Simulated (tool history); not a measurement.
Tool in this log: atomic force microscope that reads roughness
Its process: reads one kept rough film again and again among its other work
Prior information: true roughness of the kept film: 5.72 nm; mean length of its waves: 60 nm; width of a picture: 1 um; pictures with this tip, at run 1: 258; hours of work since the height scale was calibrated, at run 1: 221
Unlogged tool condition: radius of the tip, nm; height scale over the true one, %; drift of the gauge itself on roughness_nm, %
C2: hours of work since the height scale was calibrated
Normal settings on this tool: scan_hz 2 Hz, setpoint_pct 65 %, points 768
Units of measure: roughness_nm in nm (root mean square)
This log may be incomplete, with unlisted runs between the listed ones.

run 1 hour=0 | scan_hz=2 setpoint_pct=65 points=768 | pictures_with_this_tip=258 C2=221 | roughness_nm=4.819
run 2 hour=6.9 | scan_hz=2 setpoint_pct=65 points=768 | pictures_with_this_tip=273 C2=225 | roughness_nm=4.792
run 3 hour=23.1 | scan_hz=2 setpoint_pct=65 points=768 | pictures_with_this_tip=309 C2=236 | roughness_nm=4.729
-- hour=28.8 new tip fitted
run 4 hour=33.5 | scan_hz=2 setpoint_pct=65 points=768 | pictures_with_this_tip=11 C2=242 | roughness_nm=5.047
run 5 hour=45 | scan_hz=2 setpoint_pct=65 points=768 | pictures_with_this_tip=36 C2=250 | roughness_nm=5.046
run 6 hour=56.2 | scan_hz=2 setpoint_pct=65 points=768 | pictures_with_this_tip=61 C2=257 | roughness_nm=5.072
run 7 hour=65.9 | scan_hz=2 setpoint_pct=65 points=458 | pictures_with_this_tip=82 C2=263 | roughness_nm=5.027
run 8 hour=83 | scan_hz=2 setpoint_pct=65 points=768 | pictures_with_this_tip=120 C2=274 | roughness_nm=4.955
run 9 hour=93.9 | scan_hz=2 setpoint_pct=65 points=768 | pictures_with_this_tip=144 C2=282 | roughness_nm=4.906
run 10 hour=103.8 | scan_hz=2 setpoint_pct=65 points=768 | pictures_with_this_tip=165 C2=288 | roughness_nm=4.879
run 11 hour=113.2 | scan_hz=2 setpoint_pct=65 points=768 | pictures_with_this_tip=186 C2=294 | roughness_nm=4.88
run 12 hour=127.4 | scan_hz=2 setpoint_pct=65 points=768 | pictures_with_this_tip=217 C2=303 | roughness_nm=4.806
run 13 hour=144.4 | scan_hz=3.01 setpoint_pct=62 points=561 | pictures_with_this_tip=255 C2=315 | roughness_nm=4.741
run 14 hour=154 | scan_hz=3.01 setpoint_pct=77 points=933 | pictures_with_this_tip=276 C2=321 | roughness_nm=4.305

Forecast run 15:
run 15 hour=168.9 | scan_hz=3.01 setpoint_pct=77 points=933 | pictures_with_this_tip=309 C2=330 | roughness_nm=?

{"run 15": {"roughness_nm": 4.316}}
If the tool had no hidden condition, the same run with the same run-to-run variation would have returned roughness_nm 4.698 nm (root mean square).

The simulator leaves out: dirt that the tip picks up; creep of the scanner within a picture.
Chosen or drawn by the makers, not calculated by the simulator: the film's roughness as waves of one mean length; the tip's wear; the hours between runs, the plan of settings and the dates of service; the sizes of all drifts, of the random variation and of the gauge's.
